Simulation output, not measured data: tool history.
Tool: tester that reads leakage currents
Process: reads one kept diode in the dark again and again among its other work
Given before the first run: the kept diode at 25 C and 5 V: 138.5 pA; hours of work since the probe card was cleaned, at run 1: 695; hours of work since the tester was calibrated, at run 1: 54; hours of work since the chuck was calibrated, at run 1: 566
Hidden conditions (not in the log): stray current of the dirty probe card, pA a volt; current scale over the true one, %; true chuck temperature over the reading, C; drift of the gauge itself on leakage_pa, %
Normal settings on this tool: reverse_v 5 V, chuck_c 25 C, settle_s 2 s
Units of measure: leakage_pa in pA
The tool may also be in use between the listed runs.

| run | hour | reverse_v | chuck_c | settle_s | hours of work since the probe card was cleaned | hours of work since the tester was calibrated | hours of work since the chuck was calibrated | leakage_pa |
|---|---|---|---|---|---|---|---|---|
| 1 | 0 | 5 | 25 | 2 | 695 | 54 | 566 | 139.19 |
| 2 | 27.7 | 1.38 | 25 | 2 | 712 | 71 | 583 | 92.44 |
| 3 | 52 | 1.38 | 25 | 2 | 727 | 86 | 597 | 92.27 |
| 4 | 69 | 1.38 | 25 | 2 | 737 | 96 | 608 | 92.32 |
| 5 | 104 | 1.38 | 25 | 2 | 758 | 117 | 629 | 92.54 |
| 6 | 120.3 | 1.38 | 25 | 0.37 | 768 | 127 | 638 | 92.94 |
| 7 | 151.3 | 5 | 25 | 2 | 787 | 145 | 657 | 138.66 |
| 8 | 187.7 | 5 | 25 | 2 | 809 | 167 | 679 | 138.94 |
| 9 | 214.4 | 5 | 25 | 2 | 825 | 183 | 695 | 138.65 |
| 10 | 246 | 5 | 25 | 2.24 | 844 | 202 | 714 | 138.89 |
| 11 | 272.8 | 5 | 25 | 2.24 | 860 | 219 | 730 | 138.94 |
| 12 | 293.7 | 5 | 25 | 2 | 872 | 231 | 743 | 138.82 |
| 13 | 319.2 | 5 | 25 | 2 | 888 | 247 | 758 | 138.2 |
| 14 | 344 | 5 | 25 | 2 | 903 | 261 | 773 | 139.04 |
| 15 | 380.8 | 5 | 25 | 2 | 925 | 284 | 795 | 138.36 |
| 16 | 404.4 | 5 | 25 | 0.63 | 939 | 298 | 810 | 139.02 |
| 17 | 440.8 | 3.02 | 25 | 2 | 961 | 320 | 832 | 118.16 |
| 18 | 477.5 | 5 | 25 | 2 | 983 | 342 | 854 | 137.96 |
| 19 | 497 | 1.29 | 25 | 2 | 995 | 354 | 866 | 90.16 |
| 20 | 525 | 1.29 | 25 | 2 | 1012 | 371 | 882 | 90.49 |
| 21 | 555 | 1.29 | 25 | 0.96 | 1030 | 389 | 900 | 90.78 |
| 22 | 571.9 | 6.79 | 25 | 0.79 | 1040 | 399 | 911 | 153.7 |
| 23 | 590.3 | 6.79 | 25 | 0.79 | 1051 | 410 | 922 | 153.56 |
| 24 | 617 | 4.94 | 46 | 2 | 1067 | 426 | 938 | 730.87 |
| 25 | 648.1 | 3.23 | 46 | 2 | 1086 | 445 | 957 | 640.54 |
| 26 | 673.1 | 3.23 | 41 | 2 | 1101 | 460 | 972 | 439.52 |
| 27 | 702.3 | 3.23 | 41 | 2 | 1119 | 477 | 989 | 441.96 |
| 28 | 734.6 | 1.47 | 25 | 1.1 | 1138 | 497 | 1009 | 94.41 |
| 29 | 749.7 | 7.56 | 59 | 2 | 1147 | 506 | 1018 | 2116.63 |
| 30 | 774.3 | 7.56 | 59 | 2 | 1162 | 521 | 1033 | 2124.97 |
| 31 | 799.7 | 8.51 | 35 | 3.94 | 1177 | 536 | 1048 | 372.8 |
| 32 | 830.8 | 5 | 28 | 0.45 | 1196 | 555 | 1067 | 179.8 |
| 33 | 854.2 | 5 | 28 | 0.45 | 1210 | 569 | 1081 | 178.66 |
| 34 | 883.8 | 4.81 | 32 | 0.45 | 1228 | 587 | 1099 | 246.68 |
| 35 | 899.8 | 5 | 49 | 0.91 | 1238 | 596 | 1108 | 917.92 |
| 36 | 936.7 | 5 | 49 | 1.62 | 1260 | 619 | 1131 | 915.04 |
| 37 | 968 | 12.15 | 23 | 3.21 | 1279 | 638 | 1149 | 155.14 |
| 38 | 1004.1 | 12.15 | 23 | 3.21 | 1301 | 659 | 1171 | 155.23 |
| 39 | 1031.2 | 12.15 | 23 | 3.21 | 1317 | 676 | 1187 | 153.75 |
| 40 | 1057.6 | 10.54 | 23 | 0.45 | 1333 | 692 | 1203 | 150.41 |

Per-run results on a tool with no hidden state, each run keeping its own random variation:
| run | leakage_pa |
|---|---|
| 1 | 139.25 |
| 2 | 92.5 |
| 3 | 92.34 |
| 4 | 92.39 |
| 5 | 92.61 |
| 6 | 93.02 |
| 7 | 138.73 |
| 8 | 139.01 |
| 9 | 138.73 |
| 10 | 138.96 |
| 11 | 139.01 |
| 12 | 138.9 |
| 13 | 138.28 |
| 14 | 139.12 |
| 15 | 138.45 |
| 16 | 139.11 |
| 17 | 118.26 |
| 18 | 138.05 |
| 19 | 90.25 |
| 20 | 90.59 |
| 21 | 90.87 |
| 22 | 153.79 |
| 23 | 153.64 |
| 24 | 731.67 |
| 25 | 641.28 |
| 26 | 440.04 |
| 27 | 442.49 |
| 28 | 94.52 |
| 29 | 2119.07 |
| 30 | 2127.44 |
| 31 | 373.18 |
| 32 | 179.98 |
| 33 | 178.83 |
| 34 | 246.96 |
| 35 | 919.11 |
| 36 | 916.25 |
| 37 | 155.14 |
| 38 | 155.23 |
| 39 | 153.75 |
| 40 | 150.44 |
